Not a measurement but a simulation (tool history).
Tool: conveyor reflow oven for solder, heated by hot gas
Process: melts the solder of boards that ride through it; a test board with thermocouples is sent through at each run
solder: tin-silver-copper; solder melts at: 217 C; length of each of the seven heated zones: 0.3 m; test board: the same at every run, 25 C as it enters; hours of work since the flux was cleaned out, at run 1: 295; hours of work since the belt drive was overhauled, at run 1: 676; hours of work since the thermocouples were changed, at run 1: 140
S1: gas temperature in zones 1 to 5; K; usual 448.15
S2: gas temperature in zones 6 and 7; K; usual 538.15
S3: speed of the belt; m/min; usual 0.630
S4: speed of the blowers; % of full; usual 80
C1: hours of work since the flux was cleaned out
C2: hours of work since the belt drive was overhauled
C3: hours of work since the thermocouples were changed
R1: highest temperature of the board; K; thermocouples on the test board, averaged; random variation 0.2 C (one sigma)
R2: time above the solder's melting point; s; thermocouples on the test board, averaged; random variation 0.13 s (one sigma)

run   hour      S1      S2     S3  S4   C1   C2   C3      R1    R2
  1    0.0  448.15  538.15  0.630  80  295  676  140  522.65  41.9
  2   17.3  448.15  538.15  0.630  80  307  688  152  522.85  42.1
  3   36.3  448.15  538.15  0.630  80  320  701  166  522.35  42.0
  4   59.5  448.15  538.15  0.630  80  337  717  182  522.15  41.9
  5   93.0  448.15  538.15  0.513  80  360  741  205  527.45  56.4
  6  119.6  448.15  549.15  0.630  80  379  760  224  531.65  46.5
  7  138.2  448.15  543.15  0.630  80  392  773  237  526.75  44.0
  8  162.9  448.15  543.15  0.630  80  409  790  255  526.15  43.7
  9  184.2  448.15  538.15  0.679  80  424  805  270  519.75  36.5
 10  203.6  448.15  538.15  0.630  80  438  819  283  521.95  41.4
     224.9  -- flux residue cleaned out of gas plates and filters
 11  241.9  448.15  538.15  0.630  54   12  842  307  519.95  39.8
 12  280.1  448.15  548.15  0.569  59   39  869  334  532.35  52.2
 13  309.1  448.15  544.15  0.569  89   59  890  354  532.65  53.1
 14  348.5  448.15  538.15  0.630  82   87  918  382  523.35  43.2
 15  384.8  448.15  538.15  0.630  82  113  943  407  523.45  43.0
 16  421.1  444.15  547.15  0.717  83  138  969  433  526.25  37.5
 17  452.1  444.15  538.15  0.556  66  160  991  455  524.15  48.3
     480.0  -- belt drive overhauled, speed set with a stopwatch
 18  481.7  444.15  538.15  0.556  66  178    1  473  523.65  47.0
 19  509.2  462.15  535.15  0.709  80  197   21  492  518.95  38.3
 20  536.7  448.15  538.15  0.576  89  217   40  512  525.65  48.4

Hidden state at the last listed run before each entry between runs and at the first one after, where it differs:
Between runs 10 and 11: flux residue cleaned out of gas plates and filters (hour 224.9)
  heat that the gas passes to the board, % of a clean oven's: 89.8 -> 98.5; belt's true speed, % of the reading: 98.74 -> 98.7; true gas temperature in zones 6 and 7 over the reading, C: -0.33 -> -0.36
  measured less the result without the state, R1: -2.50 -> -0.30 K; R2: -1.4 -> +0.4 s
Between runs 17 and 18: belt drive overhauled, speed set with a stopwatch (hour 480.0)
  heat that the gas passes to the board, % of a clean oven's: 95.4 -> 94.9; belt's true speed, % of the reading: 98.48 -> 99.92; true gas temperature in zones 6 and 7 over the reading, C: -0.56 -> -0.58
  measured less the result without the state, R1: -1.10 -> -1.60 K; R2: +0.0 -> -1.2 s
